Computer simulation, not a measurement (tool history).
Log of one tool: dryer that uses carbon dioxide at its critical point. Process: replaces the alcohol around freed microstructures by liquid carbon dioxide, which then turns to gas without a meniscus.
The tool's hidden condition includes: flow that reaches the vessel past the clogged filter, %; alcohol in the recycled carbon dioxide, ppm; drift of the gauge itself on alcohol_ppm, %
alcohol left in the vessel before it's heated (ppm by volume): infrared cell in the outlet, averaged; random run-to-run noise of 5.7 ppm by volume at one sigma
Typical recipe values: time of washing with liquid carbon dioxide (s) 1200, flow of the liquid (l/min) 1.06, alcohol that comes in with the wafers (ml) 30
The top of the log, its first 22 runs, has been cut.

| run | hour | time of washing with liquid carbon dioxide (s) | flow of the liquid (l/min) | alcohol that comes in with the wafers (ml) | hours of work since the filter was changed | hours of work since the purifier's bed was changed | alcohol left in the vessel before it's heated (ppm by volume) |
|---|---|---|---|---|---|---|---|
| 23 | 567.4 | 1200 | 0.71 | 69 | 21 | 440 | 1445 |
| 24 | 592.0 | 1200 | 0.71 | 69 | 38 | 457 | 1530 |
| 25 | 620.3 | 720 | 0.88 | 30 | 58 | 477 | 1277 |
| 26 | 646.4 | 780 | 1.29 | 30 | 76 | 495 | 505 |
| 27 | 662.0 | 780 | 1.29 | 30 | 87 | 506 | 534 |
| 28 | 684.2 | 780 | 1.29 | 30 | 103 | 522 | 548 |
| 29 | 701.3 | 720 | 1.79 | 30 | 115 | 534 | 311 |
| 30 | 725.6 | 900 | 1.19 | 39 | 132 | 551 | 607 |
| 31 | 739.8 | 1680 | 1.16 | 30 | 142 | 561 | 125 |
|  | 762.0 | inlet filter changed |
| 32 | 762.0 | 1800 | 1.06 | 30 | 0 | 576 | 99 |
| 33 | 776.8 | 1200 | 1.19 | 98 | 10 | 587 | 464 |
| 34 | 809.8 | 1860 | 0.68 | 62 | 34 | 610 | 476 |
| 35 | 830.6 | 1200 | 1.36 | 30 | 48 | 625 | 167 |
| 36 | 864.6 | 1200 | 1.06 | 76 | 72 | 649 | 626 |
| 37 | 899.3 | 1200 | 0.93 | 21 | 97 | 673 | 328 |
| 38 | 927.1 | 1140 | 1.13 | 21 | 116 | 693 | 245 |
|  | 950.4 | purifier's bed changed |
| 39 | 959.4 | 1200 | 1.80 | 30 | 137 | 6 | 35 |
|  | 990.6 | inlet filter changed |
| 40 | 991.1 | 1200 | 1.80 | 30 | 0 | 28 | 22 |
| 41 | 1009.8 | 1200 | 1.80 | 30 | 14 | 41 | 32 |
| 42 | 1024.8 | 1200 | 0.66 | 39 | 24 | 52 | 946 |
| 43 | 1052.4 | 1620 | 1.11 | 49 | 43 | 71 | 88 |
| 44 | 1081.2 | 1620 | 0.88 | 28 | 64 | 92 | 139 |
| 45 | 1102.9 | 1620 | 0.88 | 28 | 79 | 107 | 142 |

Consider 4 possible next runs. They are alternatives, not a sequence: every one starts from the tool as it was left by run 45. What does each give?
| A | 1134.6 | 1440 | 0.88 | 28 | 101 | 129 | ? |
| B | 1134.6 | 1740 | 1.01 | 30 | 101 | 129 | ? |
| C | 1134.6 | 1140 | 1.06 | 21 | 101 | 129 | ? |
| D | 1134.6 | 1680 | 1.06 | 21 | 101 | 129 | ? |

| run | alcohol left in the vessel before it's heated (ppm by volume) |
|---|---|
| A | 224 |
| B | 78 |
| C | 199 |
| D | 66 |
Stripped of hidden state, with their random variation kept, the same runs would have yielded:
| run | alcohol left in the vessel before it's heated (ppm by volume) |
|---|---|
| A | 168 |
| B | 46 |
| C | 149 |
| D | 37 |
